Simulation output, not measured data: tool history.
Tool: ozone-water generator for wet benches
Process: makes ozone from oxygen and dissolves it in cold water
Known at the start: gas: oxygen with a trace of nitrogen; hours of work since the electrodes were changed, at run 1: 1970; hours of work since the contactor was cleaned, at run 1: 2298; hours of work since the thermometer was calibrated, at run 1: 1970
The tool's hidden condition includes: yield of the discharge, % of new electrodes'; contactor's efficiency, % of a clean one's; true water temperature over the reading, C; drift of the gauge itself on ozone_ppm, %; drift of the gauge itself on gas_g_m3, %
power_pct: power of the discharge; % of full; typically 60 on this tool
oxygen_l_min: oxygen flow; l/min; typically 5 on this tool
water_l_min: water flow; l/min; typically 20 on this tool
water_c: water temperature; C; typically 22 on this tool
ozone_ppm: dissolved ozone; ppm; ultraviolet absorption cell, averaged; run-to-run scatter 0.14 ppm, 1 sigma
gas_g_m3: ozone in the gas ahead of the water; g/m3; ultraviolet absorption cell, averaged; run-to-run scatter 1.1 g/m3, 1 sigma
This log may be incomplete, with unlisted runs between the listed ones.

run,hour,power_pct,oxygen_l_min,water_l_min,water_c,hours of work since the electrodes were changed,hours of work since the contactor was cleaned,hours of work since the thermometer was calibrated,ozone_ppm,gas_g_m3
1,0,60,5,20,22,1970,2298,1970,15.3,187.9
2,51.5,60,5,20,22,2007,2335,2007,15.1,186.8
3,170.2,60,5,20,22,2091,2419,2091,15.2,188.6
4,268.5,60,5,20,22,2161,2489,2161,15.6,185.9
5,339.6,60,5,20,22,2211,2540,2211,15.1,188.4
# hour 399.3: contactor cleaned
6,432.2,60,5,20,29,2274,23,2274,13.6,190
7,526.8,67,5,20,22,2342,91,2342,16.3,203.7
8,645.6,67,5,20,22,2426,175,2426,16.5,203.9
9,753.6,60,5,20,22,2503,252,2503,15.1,188.4
10,850.9,60,5,20,22,2572,321,2572,15.3,188.4
11,943.9,60,5,20,22,2638,387,2638,15.3,191.6
# hour 1002.8: water thermometer calibrated
12,1014.2,60,2.75,31,22,2688,437,8,8.9,240.6
13,1103.9,60,2.75,31,22,2751,500,72,8.8,245.8
14,1191,60,2.75,31,22,2813,562,134,8.9,248.1
15,1257.7,64,4.05,23,24,2861,610,181,13.4,215
16,1351.7,45,7.74,22,16,2927,676,248,13.2,130.5
17,1405.1,66,7.67,20,17,2965,714,286,18.3,171.2

Predict each of these 3 candidate next runs independently; none follows another, all start after run 17:
A,1455.9,46,5,20,22,3001,751,322,?,?
B,1455.9,60,5,20,25,3001,751,322,?,?
C,1455.9,60,6.43,20,22,3001,751,322,?,?

run,ozone_ppm,gas_g_m3
A,12.7,159.2
B,14.5,192.9
C,15.7,173
With no hidden state in the tool, these same runs would have given:
run,ozone_ppm,gas_g_m3
A,12.7,155.3
B,14.6,188.3
C,15.7,168.8
